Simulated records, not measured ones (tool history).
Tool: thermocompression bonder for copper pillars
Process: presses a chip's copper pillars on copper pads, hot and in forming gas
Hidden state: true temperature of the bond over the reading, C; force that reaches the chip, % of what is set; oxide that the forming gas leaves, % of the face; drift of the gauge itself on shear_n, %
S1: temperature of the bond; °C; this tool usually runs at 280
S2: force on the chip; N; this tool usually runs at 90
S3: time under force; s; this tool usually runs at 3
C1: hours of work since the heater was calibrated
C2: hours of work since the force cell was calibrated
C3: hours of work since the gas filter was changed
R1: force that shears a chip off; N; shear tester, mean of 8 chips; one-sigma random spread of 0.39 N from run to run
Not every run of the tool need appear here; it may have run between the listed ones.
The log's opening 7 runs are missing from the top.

{"run": 8, "hour": 241.9, "S1": 280, "S2": 90, "S3": 3, "C1": 400, "C2": 1209, "C3": 242, "R1": 44.1}
{"hour": 270.3, "done": "force cell calibrated"}
{"run": 9, "hour": 275.0, "S1": 280, "S2": 90, "S3": 3, "C1": 423, "C2": 3, "C3": 265, "R1": 44.0}
{"run": 10, "hour": 317.9, "S1": 280, "S2": 90, "S3": 3, "C1": 455, "C2": 35, "C3": 297, "R1": 44.0}
{"run": 11, "hour": 348.1, "S1": 280, "S2": 90, "S3": 3, "C1": 477, "C2": 58, "C3": 320, "R1": 44.9}
{"run": 12, "hour": 381.6, "S1": 280, "S2": 90, "S3": 3, "C1": 502, "C2": 82, "C3": 345, "R1": 43.9}
{"run": 13, "hour": 400.0, "S1": 280, "S2": 90, "S3": 3, "C1": 516, "C2": 96, "C3": 358, "R1": 44.1}
{"run": 14, "hour": 434.4, "S1": 280, "S2": 90, "S3": 2, "C1": 541, "C2": 122, "C3": 384, "R1": 37.8}
{"run": 15, "hour": 476.1, "S1": 253, "S2": 90, "S3": 2, "C1": 572, "C2": 152, "C3": 415, "R1": 24.1}
{"hour": 482.3, "done": "forming gas filter changed"}
{"run": 16, "hour": 503.2, "S1": 253, "S2": 90, "S3": 2, "C1": 592, "C2": 172, "C3": 16, "R1": 25.2}
{"run": 17, "hour": 538.5, "S1": 253, "S2": 90, "S3": 2, "C1": 618, "C2": 198, "C3": 42, "R1": 24.7}
{"run": 18, "hour": 575.9, "S1": 253, "S2": 90, "S3": 2, "C1": 646, "C2": 226, "C3": 69, "R1": 24.7}
{"run": 19, "hour": 603.1, "S1": 280, "S2": 90, "S3": 3, "C1": 666, "C2": 246, "C3": 90, "R1": 43.9}
{"run": 20, "hour": 625.6, "S1": 280, "S2": 90, "S3": 2, "C1": 682, "C2": 263, "C3": 106, "R1": 38.5}
{"run": 21, "hour": 666.2, "S1": 280, "S2": 90, "S3": 3, "C1": 712, "C2": 293, "C3": 136, "R1": 45.4}
{"run": 22, "hour": 702.2, "S1": 280, "S2": 90, "S3": 3, "C1": 739, "C2": 320, "C3": 163, "R1": 44.6}
{"run": 23, "hour": 740.2, "S1": 297, "S2": 84, "S3": 7, "C1": 767, "C2": 348, "C3": 191, "R1": 67.8}
{"run": 24, "hour": 761.5, "S1": 286, "S2": 76, "S3": 2, "C1": 783, "C2": 364, "C3": 207, "R1": 33.5}
{"run": 25, "hour": 789.8, "S1": 292, "S2": 117, "S3": 3, "C1": 804, "C2": 385, "C3": 228, "R1": 67.9}
{"run": 26, "hour": 814.6, "S1": 309, "S2": 61, "S3": 8, "C1": 822, "C2": 403, "C3": 246, "R1": 61.0}
{"run": 27, "hour": 839.2, "S1": 309, "S2": 61, "S3": 8, "C1": 841, "C2": 421, "C3": 265, "R1": 60.6}
{"run": 28, "hour": 859.3, "S1": 287, "S2": 61, "S3": 3, "C1": 856, "C2": 436, "C3": 279, "R1": 31.8}
{"run": 29, "hour": 893.2, "S1": 280, "S2": 87, "S3": 3, "C1": 881, "C2": 461, "C3": 305, "R1": 42.9}

Run 30, settings as shown, results not yet in. Your forecast:
{"run": 30, "hour": 914.7, "S1": 280, "S2": 90, "S3": 2, "C1": 897, "C2": 477, "C3": 320, "R1": "?"}

R1: 37.5 N
Were there no unlogged condition in the tool, this run, its random variation unchanged, would have produced R1 37.6 N.
